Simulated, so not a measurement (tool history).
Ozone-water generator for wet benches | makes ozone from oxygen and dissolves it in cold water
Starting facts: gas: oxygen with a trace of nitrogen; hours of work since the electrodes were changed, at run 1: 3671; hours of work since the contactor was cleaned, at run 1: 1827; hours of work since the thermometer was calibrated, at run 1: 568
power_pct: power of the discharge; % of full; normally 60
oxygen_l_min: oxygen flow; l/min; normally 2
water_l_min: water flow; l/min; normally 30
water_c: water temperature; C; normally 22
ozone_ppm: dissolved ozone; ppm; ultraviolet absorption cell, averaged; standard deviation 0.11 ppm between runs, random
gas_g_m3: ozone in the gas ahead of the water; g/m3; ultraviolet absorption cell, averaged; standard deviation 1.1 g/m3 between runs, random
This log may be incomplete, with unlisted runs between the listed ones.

run	hour	power_pct	oxygen_l_min	water_l_min	water_c	hours of work since the electrodes were changed	hours of work since the contactor was cleaned	hours of work since the thermometer was calibrated	ozone_ppm	gas_g_m3
1	0	60	2	30	22	3671	1827	568	8.4	191
2	101.2	60	2	30	22	3742	1897	639	8.5	190.8
3	203.1	60	3.13	30	22	3813	1968	709	9.9	159.6
4	273.4	60	2	30	22	3861	2017	758	8.3	192.6
5	423.3	60	2	30	22	3966	2121	862	8.3	192.4
6	502.2	60	2	30	22	4020	2176	917	8.5	191.7
7	631.7	60	2	30	22	4110	2266	1007	8.4	191.3
8	753.6	60	2	30	29	4195	2351	1092	8.2	190.4
9	875.2	60	2	30	29	4280	2435	1176	7.8	192.8
10	1007.4	60	2	30	29	4372	2527	1268	8	193.1
11	1096.7	60	2	30	20	4434	2589	1330	8.4	191.7
12	1183.4	60	2	30	20	4494	2649	1391	8.6	194
13	1270.4	60	1.69	30	22	4554	2710	1451	7.9	205
14	1382.3	60	1.69	30	22	4632	2788	1529	8	207.2
15	1493.2	60	1.18	30	22	4709	2865	1606	6.7	240.2
16	1625.1	60	1.18	30	22	4801	2956	1698	6.7	239.3
17	1744	60	1.18	30	22	4884	3039	1780	6.6	239.7
18	1864.8	97	3.55	19	22	4967	3123	1864	19.1	194.8
19	2028.2	97	3.55	19	22	5081	3236	1978	19.3	194.3
20	2147.1	52	2	35	22	5164	3319	2060	6.7	175.9
21	2241.4	93	1.76	47	22	5229	3385	2126	6.5	254.5
22	2387.1	74	1.76	24	22	5330	3486	2227	11.2	227.3
23	2528.8	74	1.76	24	22	5429	3584	2326	11.1	226.8
24	2679	60	1.53	19	23	5533	3689	2430	11.7	213.2
25	2804.8	43	2	43	22	5621	3776	2518	4.8	161.9
26	2931.1	43	2	43	22	5709	3864	2605	4.8	162
27	3016.4	43	1.29	24	22	5768	3923	2665	7.4	191.3
28	3086.2	43	1.29	24	22	5816	3972	2713	7.3	192.7
29	3200.7	58	1.29	24	16	5896	4051	2793	9.1	226.9
30	3312.9	58	1.29	24	16	5974	4129	2871	8.9	225.9
31	3440.5	58	1.29	24	16	6063	4218	2959	8.8	227
32	3517.3	58	1.29	24	16	6116	4271	3013	8.9	227.5
33	3674.2	58	1.29	24	16	6225	4380	3122	8.8	227.5
# hour 3699.5: water thermometer calibrated
34	3799.9	58	1.29	24	16	6312	4467	70	9.1	224.8

Hidden condition of the tool, last listed run before each entry between runs versus first listed run after:
Runs 33 to 34: water thermometer calibrated (hour 3699.5)
  nothing in the hidden state changes from one run to the other
